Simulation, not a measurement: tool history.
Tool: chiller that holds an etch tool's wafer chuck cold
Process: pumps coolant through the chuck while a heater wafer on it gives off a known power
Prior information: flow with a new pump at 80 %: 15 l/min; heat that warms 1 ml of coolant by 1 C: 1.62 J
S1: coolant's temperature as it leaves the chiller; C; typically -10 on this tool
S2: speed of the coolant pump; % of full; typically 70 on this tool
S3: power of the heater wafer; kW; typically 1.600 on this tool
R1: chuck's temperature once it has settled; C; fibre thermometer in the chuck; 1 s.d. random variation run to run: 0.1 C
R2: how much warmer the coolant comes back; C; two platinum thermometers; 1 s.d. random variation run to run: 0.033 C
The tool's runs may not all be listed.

run    hour   S1  S2     S3    R1    R2
  1     0.0  -10  70  1.600  11.6  4.97
  2    46.0  -10  96  1.600   6.2  3.50
  3   126.9  -10  96  1.600   6.4  3.56
  4   183.5  -10  96  1.600   6.3  3.49
  5   293.2  -10  96  1.600   6.3  3.50
  6   398.9  -10  70  1.600  12.1  4.96
  7   480.5  -10  70  1.600  12.2  4.96
  8   553.2  -10  70  1.600  12.3  5.02
  9   664.7  -10  70  1.600  12.5  4.99
 10   725.6  -10  70  1.600  12.4  5.02
 11   804.9  -10  70  1.600  12.7  5.05
 12   863.1  -10  70  1.600  12.9  5.03
 13   933.5  -10  70  1.600  12.8  5.08
 14  1038.7  -10  70  1.600  12.7  5.03
 15  1144.8  -10  70  1.600  12.9  5.07
 16  1197.8  -10  70  1.600  13.1  5.10
     1227.4  -- chiller's thermometer calibrated
 17  1248.5  -10  70  1.600  12.5  5.05
 18  1328.9  -10  70  1.600  12.6  5.09
 19  1388.9   -6  85  1.216   8.4  3.13
 20  1449.0   -6  85  1.216   8.4  3.21
 21  1521.1  -10  70  1.455  10.9  4.63
 22  1582.1  -10  70  1.670  14.0  5.33
 23  1666.5   -3  72  1.962  24.6  6.10
 24  1777.5   -3  72  1.962  24.8  6.16
 25  1850.0  -19  70  1.138  -2.5  3.69
 26  1962.5  -19  70  1.138  -2.3  3.71
 27  2067.9   -9  65  1.600  16.2  5.61
 28  2143.2  -15  65  1.682  11.7  5.92
 29  2195.4  -15  65  1.682  11.8  5.95
 30  2251.7   -7  71  0.906   6.5  2.90
 31  2302.4   -7  71  0.906   6.5  2.94

Difference, measured minus no-hidden-state, one row per run. Run-to-run variation is common to both terms; the gauge's own scatter need not be:
Unlogged tool condition in this case: heat passed by the chuck's channels, % of clean ones'; flow at a given pump speed, % of a new pump's; coolant's true temperature over the reading, C; drift of the gauge itself on chuck_c, C; drift of the gauge itself on warmer_back_c, C.
run    R1     R2
  1  +1.8  +0.35
  2  +1.4  +0.24
  3  +1.5  +0.26
  4  +1.6  +0.26
  5  +1.7  +0.27
  6  +2.2  +0.39
  7  +2.4  +0.40
  8  +2.4  +0.41
  9  +2.5  +0.42
 10  +2.6  +0.43
 11  +2.8  +0.44
 12  +2.8  +0.45
 13  +2.9  +0.46
 14  +2.9  +0.47
 15  +3.1  +0.47
 16  +3.2  +0.49
 17  +2.8  +0.49
 18  +2.8  +0.50
 19  +1.9  +0.31
 20  +2.0  +0.32
 21  +2.9  +0.48
 22  +3.3  +0.56
 23  +3.9  +0.65
 24  +4.0  +0.66
 25  +2.5  +0.40
 26  +2.6  +0.41
 27  +4.1  +0.65
 28  +4.3  +0.69
 29  +4.4  +0.69
 30  +2.4  +0.34
 31  +2.4  +0.35
